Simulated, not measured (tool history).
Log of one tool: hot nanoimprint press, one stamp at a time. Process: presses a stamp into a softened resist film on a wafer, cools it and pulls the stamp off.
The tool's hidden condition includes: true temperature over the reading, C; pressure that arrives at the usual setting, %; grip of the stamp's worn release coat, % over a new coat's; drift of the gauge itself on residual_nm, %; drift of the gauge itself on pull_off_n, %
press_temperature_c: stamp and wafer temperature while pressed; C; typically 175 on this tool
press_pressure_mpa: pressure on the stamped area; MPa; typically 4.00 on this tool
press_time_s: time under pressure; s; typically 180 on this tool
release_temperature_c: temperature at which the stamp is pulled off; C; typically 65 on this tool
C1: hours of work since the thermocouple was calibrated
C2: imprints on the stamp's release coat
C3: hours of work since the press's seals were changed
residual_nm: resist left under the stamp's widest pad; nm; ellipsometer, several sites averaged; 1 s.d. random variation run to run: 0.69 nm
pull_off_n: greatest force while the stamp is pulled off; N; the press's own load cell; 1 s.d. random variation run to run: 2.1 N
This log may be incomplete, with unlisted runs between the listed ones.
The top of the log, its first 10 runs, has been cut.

{"run": 11, "day": 13.054, "press_temperature_c": 175, "press_pressure_mpa": 4.0, "press_time_s": 180, "release_temperature_c": 65, "C1": 12, "C2": 1398, "C3": 785, "residual_nm": 94.5, "pull_off_n": 94}
{"run": 12, "day": 14.142, "press_temperature_c": 175, "press_pressure_mpa": 4.0, "press_time_s": 180, "release_temperature_c": 65, "C1": 27, "C2": 1465, "C3": 801, "residual_nm": 95.4, "pull_off_n": 98}
{"run": 13, "day": 15.421, "press_temperature_c": 175, "press_pressure_mpa": 4.0, "press_time_s": 180, "release_temperature_c": 65, "C1": 45, "C2": 1544, "C3": 819, "residual_nm": 95.4, "pull_off_n": 94}
{"run": 14, "day": 16.2, "press_temperature_c": 175, "press_pressure_mpa": 4.0, "press_time_s": 180, "release_temperature_c": 65, "C1": 56, "C2": 1593, "C3": 830, "residual_nm": 95.7, "pull_off_n": 94}
{"run": 15, "day": 17.838, "press_temperature_c": 175, "press_pressure_mpa": 4.0, "press_time_s": 180, "release_temperature_c": 65, "C1": 80, "C2": 1694, "C3": 853, "residual_nm": 94.8, "pull_off_n": 95}
{"run": 16, "day": 18.962, "press_temperature_c": 175, "press_pressure_mpa": 3.28, "press_time_s": 180, "release_temperature_c": 62, "C1": 96, "C2": 1764, "C3": 869, "residual_nm": 105.3, "pull_off_n": 95}
{"run": 17, "day": 20.592, "press_temperature_c": 163, "press_pressure_mpa": 3.56, "press_time_s": 283, "release_temperature_c": 65, "C1": 119, "C2": 1865, "C3": 892, "residual_nm": 143.8, "pull_off_n": 93}
{"run": 18, "day": 21.371, "press_temperature_c": 169, "press_pressure_mpa": 3.56, "press_time_s": 283, "release_temperature_c": 61, "C1": 130, "C2": 1913, "C3": 903, "residual_nm": 110.9, "pull_off_n": 97}
{"day": 22.542, "done": "stamp cleaned and given a new release coat"}
{"run": 19, "day": 23.158, "press_temperature_c": 183, "press_pressure_mpa": 4.0, "press_time_s": 180, "release_temperature_c": 57, "C1": 151, "C2": 38, "C3": 925, "residual_nm": 67.3, "pull_off_n": 99}
{"run": 20, "day": 24.742, "press_temperature_c": 172, "press_pressure_mpa": 4.0, "press_time_s": 180, "release_temperature_c": 57, "C1": 174, "C2": 136, "C3": 947, "residual_nm": 108.9, "pull_off_n": 99}
{"run": 21, "day": 26.642, "press_temperature_c": 172, "press_pressure_mpa": 4.0, "press_time_s": 180, "release_temperature_c": 57, "C1": 201, "C2": 253, "C3": 974, "residual_nm": 109.5, "pull_off_n": 96}
{"run": 22, "day": 27.438, "press_temperature_c": 175, "press_pressure_mpa": 4.0, "press_time_s": 157, "release_temperature_c": 61, "C1": 212, "C2": 302, "C3": 985, "residual_nm": 100.4, "pull_off_n": 93}

Run 23 is up next; what results do you expect?
{"run": 23, "day": 28.7, "press_temperature_c": 177, "press_pressure_mpa": 4.0, "press_time_s": 180, "release_temperature_c": 71, "C1": 230, "C2": 381, "C3": 1003, "residual_nm": "?", "pull_off_n": "?"}

residual_nm: 87.6 nm
pull_off_n: 91 N
Without the tool's hidden state the same run would have given residual_nm 87.4 nm, pull_off_n 91 N.

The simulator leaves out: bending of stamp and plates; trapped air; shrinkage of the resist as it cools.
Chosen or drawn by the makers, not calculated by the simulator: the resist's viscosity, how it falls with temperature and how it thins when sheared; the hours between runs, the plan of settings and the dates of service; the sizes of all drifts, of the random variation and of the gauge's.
